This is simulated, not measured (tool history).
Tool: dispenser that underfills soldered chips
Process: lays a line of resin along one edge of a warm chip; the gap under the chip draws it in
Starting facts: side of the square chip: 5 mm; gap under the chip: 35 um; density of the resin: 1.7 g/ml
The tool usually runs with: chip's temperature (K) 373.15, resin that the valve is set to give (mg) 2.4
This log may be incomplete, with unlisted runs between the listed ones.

run   hour  chip's temperature (K)  resin that the valve is set to give (mg)  time until the resin shows at the far edge (s)  resin that the valve gave (mg)
  1      0                  373.15                                       2.4                                            19.1                            2.31
  2    4.3                  373.15                                       2.4                                              22                             2.3
  3    7.8                  373.15                                       2.4                                            24.7                             2.3
      11.9  -- new syringe of resin
  4     13                  373.15                                       2.4                                            18.9                            2.31
  5     18                  373.15                                       2.4                                            22.5                            2.29
  6   21.6                  373.15                                       2.4                                            26.4                            2.25
      23.7  -- new syringe of resin
  7     27                  373.15                                       2.4                                            21.2                            2.29
  8   33.2                  360.15                                       2.4                                            45.6                            2.28
      35.4  -- new syringe of resin
  9   40.2                  373.15                                      2.51                                            21.9                            2.38
 10   43.7                  373.15                                       2.4                                            24.3                            2.27
        47  -- new syringe of resin
 11   48.6                  373.15                                       2.4                                            19.6                            2.23
 12   55.9                  377.15                                       2.4                                            20.9                            2.26
      59.1  -- new syringe of resin
 13   60.7                  377.15                                       2.4                                            16.8                            2.25
      62.1  -- dispensing valve cleaned and set on the balance
 14   65.5                  365.15                                       2.4                                            31.4                             2.4
      71.9  -- new syringe of resin
 15   73.9                  365.15                                       2.4                                            27.7                            2.42
 16   80.6                  373.15                                       2.4                                            24.5                             2.4
      83.8  -- new syringe of resin
 17   88.2                  373.15                                       2.4                                            22.3                            2.37
 18   91.9                  364.15                                       2.4                                            36.9                            2.36
      95.4  -- new syringe of resin
 19   95.8                  364.15                                       2.4                                            27.3                            2.37
 20    102                  382.15                                      2.28                                            16.9                            2.24
     107.5  -- new syringe of resin
 21  107.9                  380.15                                      2.87                                            14.7                            2.79
 22  113.5                  380.15                                      2.87                                            17.1                            2.82
 23  118.1                  380.15                                      2.87                                            20.3                            2.81
     119.4  -- new syringe of resin
 24  125.7                  363.15                                      2.87                                            35.3                            2.77
 25  130.4                  381.15                                      2.77                                            19.7                             2.7
     131.3  -- new syringe of resin
 26  136.7                  359.15                                      2.16                                            42.6                            2.11
 27  141.7                  383.15                                      3.01                                            17.4                            2.91
     143.2  -- new syringe of resin
 28  149.6                  383.15                                      3.01                                              15                            2.88
     154.9  -- new syringe of resin
 29  156.9                  383.15                                      3.01                                            13.3                            2.87
 30  163.1                  383.15                                      3.01                                            16.3                            2.88
     166.8  -- new syringe of resin
 31  167.5                  377.15                                      2.57                                            16.2                            2.47
 32    172                  377.15                                      2.57                                            19.2                            2.41
 33    176                  365.15                                      2.24                                            37.6                            2.12
     178.8  -- new syringe of resin
 34  180.7                  387.15                                      2.35                                            11.8                            2.23
 35  184.4                  363.15                                       2.5                                            35.5                            2.37
 36  189.5                  359.15                                      2.02                                            51.6                            1.89

What if the next run were any one of these 3? Each begins from the tool's condition after run 36:
     190.4  -- new syringe of resin
  A  196.5                  359.15                                       2.4                                               ?                               ?
     190.4  -- new syringe of resin
  B  196.5                  367.15                                      2.85                                               ?                               ?
     190.4  -- new syringe of resin
  C  196.5                  366.15                                       2.4                                               ?                               ?

run  time until the resin shows at the far edge (s)  resin that the valve gave (mg)
  A                                            43.3                            2.27
  B                                              30                            2.68
  C                                            31.7                            2.25
Stripped of hidden state, with their random variation kept, the same runs would have yielded:
run  time until the resin shows at the far edge (s)  resin that the valve gave (mg)
  A                                            32.9                            2.41
  B                                            22.9                            2.85
  C                                              24                            2.39
